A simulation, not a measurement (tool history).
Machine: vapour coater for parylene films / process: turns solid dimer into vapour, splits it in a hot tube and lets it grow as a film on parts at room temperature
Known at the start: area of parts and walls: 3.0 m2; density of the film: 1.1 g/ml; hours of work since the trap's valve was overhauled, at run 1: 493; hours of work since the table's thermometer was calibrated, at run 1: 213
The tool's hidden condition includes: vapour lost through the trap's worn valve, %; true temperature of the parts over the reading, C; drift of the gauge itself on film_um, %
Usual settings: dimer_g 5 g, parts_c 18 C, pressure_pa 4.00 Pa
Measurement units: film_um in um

run   hour  dimer_g  parts_c  pressure_pa  hours of work since the trap's valve was overhauled  hours of work since the table's thermometer was calibrated  film_um
  1    0.0        5       18         4.00                                                  493                                                         213    0.712
  2   11.3        5       14         4.00                                                  500                                                         220    0.753
  3   24.7        5       14         4.00                                                  508                                                         228    0.759
  4   39.5        5       14         4.00                                                  517                                                         237    0.751
  5   63.0        5       14         4.00                                                  532                                                         251    0.755
      76.6  -- trap's valve overhauled
  6   78.0        5       14         4.00                                                    1                                                         258    0.826
  7   92.5        5       14         4.00                                                   10                                                         267    0.821
  8  113.1        5       14         4.00                                                   22                                                         280    0.818
  9  132.3        5       18         2.34                                                   34                                                         291    0.879
 10  144.3        5       18         2.34                                                   41                                                         299    0.866
 11  158.0        5       18         2.34                                                   50                                                         307    0.881
 12  179.5        3       13         5.01                                                   63                                                         320    0.464
 13  201.0        4       10        10.98                                                   76                                                         333    0.536
 14  222.6        4       10        10.55                                                   89                                                         347    0.539
 15  240.5        5       27         3.91                                                  100                                                         358    0.646
 16  261.5        3       28         8.21                                                  113                                                         371    0.329
 17  275.2        3       18         9.95                                                  122                                                         379    0.362
 18  287.4        3       18         9.95                                                  129                                                         386    0.358
 19  311.4        6       12         3.33                                                  144                                                         401    1.048
 20  323.1        5       13         5.52                                                  151                                                         408    0.744
 21  343.7        5       27         4.15                                                  164                                                         421    0.649

Below are 5 alternative next runs, each starting from the tool's condition after run 21. Predict each:
  A  368.9        5       18         2.04                                                  179                                                         436        ?
  B  368.9        2       24         6.06                                                  179                                                         436        ?
  C  368.9        5       27         5.39                                                  179                                                         436        ?
  D  368.9        5       18         3.04                                                  179                                                         436        ?
  E  368.9        5       18        11.12                                                  179                                                         436        ?

run  film_um
  A    0.880
  B    0.242
  C    0.615
  D    0.793
  E    0.589
Without the tool's unlogged condition, the same runs would have read:
run  film_um
  A    0.904
  B    0.249
  C    0.631
  D    0.814
  E    0.605

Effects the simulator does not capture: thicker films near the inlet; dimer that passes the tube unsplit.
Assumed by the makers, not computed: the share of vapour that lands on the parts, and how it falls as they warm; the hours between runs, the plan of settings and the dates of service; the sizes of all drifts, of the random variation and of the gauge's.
